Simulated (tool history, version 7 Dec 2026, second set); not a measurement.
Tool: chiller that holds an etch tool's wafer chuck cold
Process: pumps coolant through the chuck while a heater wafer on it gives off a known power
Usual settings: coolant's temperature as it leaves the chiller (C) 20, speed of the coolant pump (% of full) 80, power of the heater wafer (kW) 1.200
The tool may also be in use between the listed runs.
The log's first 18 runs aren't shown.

| run | day | coolant's temperature as it leaves the chiller (C) | speed of the coolant pump (% of full) | power of the heater wafer (kW) | hours since the coolant was changed and the channels were flushed | hours since the pump was overhauled | hours since the chiller's thermometer was calibrated | chuck's temperature once it has settled (K) | how much warmer the coolant comes back (C) |
|---|---|---|---|---|---|---|---|---|---|
|  | 19.254 | chiller's thermometer calibrated |
| 19 | 20.554 | 24 | 66 | 0.656 | 4600 | 1648 | 31 | 308.15 | 2.19 |
| 20 | 21.429 | 15 | 66 | 0.931 | 4621 | 1669 | 52 | 303.55 | 3.14 |
| 21 | 22.725 | 12 | 73 | 0.809 | 4652 | 1700 | 83 | 297.35 | 2.48 |
| 22 | 24.275 | 10 | 73 | 1.703 | 4689 | 1737 | 121 | 309.15 | 5.22 |
| 23 | 25.083 | 15 | 78 | 1.257 | 4709 | 1757 | 140 | 306.35 | 3.59 |
|  | 25.367 | chiller's thermometer calibrated, once more |
| 24 | 26.329 | 15 | 78 | 1.257 | 4737 | 1785 | 23 | 306.35 | 3.59 |
| 25 | 27.467 | 10 | 80 | 1.200 | 4765 | 1813 | 50 | 300.25 | 3.37 |
| 26 | 28.854 | 24 | 72 | 1.200 | 4798 | 1846 | 84 | 315.85 | 3.73 |
| 27 | 30.262 | 20 | 71 | 1.200 | 4832 | 1880 | 117 | 311.95 | 3.77 |
| 28 | 31.738 | 20 | 80 | 1.533 | 4867 | 1915 | 153 | 315.05 | 4.28 |
| 29 | 33.317 | 21 | 80 | 0.830 | 4905 | 1953 | 191 | 305.95 | 2.32 |
| 30 | 34.508 | 21 | 80 | 0.830 | 4934 | 1982 | 219 | 306.05 | 2.32 |
| 31 | 35.679 | 25 | 80 | 0.713 | 4962 | 2010 | 247 | 308.35 | 1.98 |
| 32 | 37.167 | 12 | 72 | 0.840 | 4998 | 2046 | 283 | 298.35 | 2.64 |

3 ways to go on from here, each from the tool as it stands after run 32. What would each give?
| A | 37.921 | 24 | 80 | 1.200 | 5016 | 2064 | 301 | ? | ? |
| B | 37.921 | 30 | 74 | 1.362 | 5016 | 2064 | 301 | ? | ? |
| C | 37.921 | 24 | 80 | 1.200 | 5016 | 2064 | 301 | ? | ? |

| run | chuck's temperature once it has settled (K) | how much warmer the coolant comes back (C) |
|---|---|---|
| A | 314.45 | 3.34 |
| B | 323.75 | 4.12 |
| C | 314.45 | 3.36 |
Without the tool's hidden state the same runs would have given:
| run | chuck's temperature once it has settled (K) | how much warmer the coolant comes back (C) |
|---|---|---|
| A | 312.35 | 3.28 |
| B | 321.15 | 4.04 |
| C | 312.25 | 3.29 |
